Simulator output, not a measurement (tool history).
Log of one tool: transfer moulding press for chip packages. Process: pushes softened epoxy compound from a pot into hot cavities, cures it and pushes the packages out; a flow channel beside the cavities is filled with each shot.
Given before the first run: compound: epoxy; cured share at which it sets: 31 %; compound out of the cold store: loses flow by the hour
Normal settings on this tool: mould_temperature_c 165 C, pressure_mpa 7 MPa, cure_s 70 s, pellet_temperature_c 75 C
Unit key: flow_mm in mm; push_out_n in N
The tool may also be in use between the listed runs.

run,day,mould_temperature_c,pressure_mpa,cure_s,pellet_temperature_c,incoming compound's hours out of the cold store,flow_mm,push_out_n
1,0,165,7,70,75,21.5,858,714
# day 0.458: cavities cleaned with cleaning compound and waxed
2,0.525,165,7,70,75,21.2,869,588
3,0.804,165,7,70,75,10.4,910,689
# day 1.071: plunger's sealing rings changed
4,1.458,165,7,70,75,45.7,817,669
5,1.925,165,7,70,75,45.2,813,699
# day 2.304: cavities cleaned with cleaning compound and waxed
6,2.446,165,7,70,75,10.9,996,609
7,2.704,165,7,70,75,43.5,829,563
8,2.942,165,7,70,75,37.7,843,612
9,3.483,165,7,70,75,47.6,810,655
# day 4.029: cavities cleaned with cleaning compound and waxed
10,4.029,165,7,70,75,8.7,989,593
11,4.275,165,7,70,75,40.1,825,575
12,4.517,165,7,65,75,44.9,812,730
13,5.008,164,7,70,75,12.6,958,815
14,5.312,164,7,70,75,30.8,863,761
15,5.583,169,7,89,74,10.7,951,444
# day 5.754: cavities cleaned with cleaning compound and waxed
16,5.992,162,7,70,75,47.7,788,667
17,6.342,172,6.78,70,75,31.8,831,426
18,6.771,159,5.96,79,77,44.2,743,718
19,7.217,159,5.96,79,77,22.8,844,815
# day 7.496: cavities cleaned with cleaning compound and waxed
20,7.783,164,7,66,75,15.6,949,820
21,8.146,164,6.12,95,73,39.3,764,406
22,8.675,164,6.12,95,73,12.7,887,451
23,9.012,165,8.16,64,75,39.6,876,892
# day 9.238: cavities cleaned with cleaning compound and waxed
24,9.433,165,6.47,64,76,28.8,837,705
25,9.742,166,5.84,57,72,11.3,845,1040
26,10.117,163,7.9,59,68,23.1,933,1244
27,10.446,163,7.9,59,68,29.2,895,1280

Alternative continuations, all from the tool just after run 27; predict every row:
# day 10.975: cavities cleaned with cleaning compound and waxed
A,10.996,169,5.2,70,84,10.6,?,?
# day 10.975: cavities cleaned with cleaning compound and waxed
B,10.996,172,7,70,74,32.8,?,?
# day 10.975: cavities cleaned with cleaning compound and waxed
C,10.996,163,7.36,105,72,38.4,?,?
# day 10.975: cavities cleaned with cleaning compound and waxed
D,10.996,165,7,70,75,42.1,?,?

run,flow_mm,push_out_n
A,781,427
B,807,363
C,826,329
D,787,527
What these runs would have given with no unlogged condition in the tool:
run,flow_mm,push_out_n
A,842,439
B,870,366
C,891,324
D,849,546
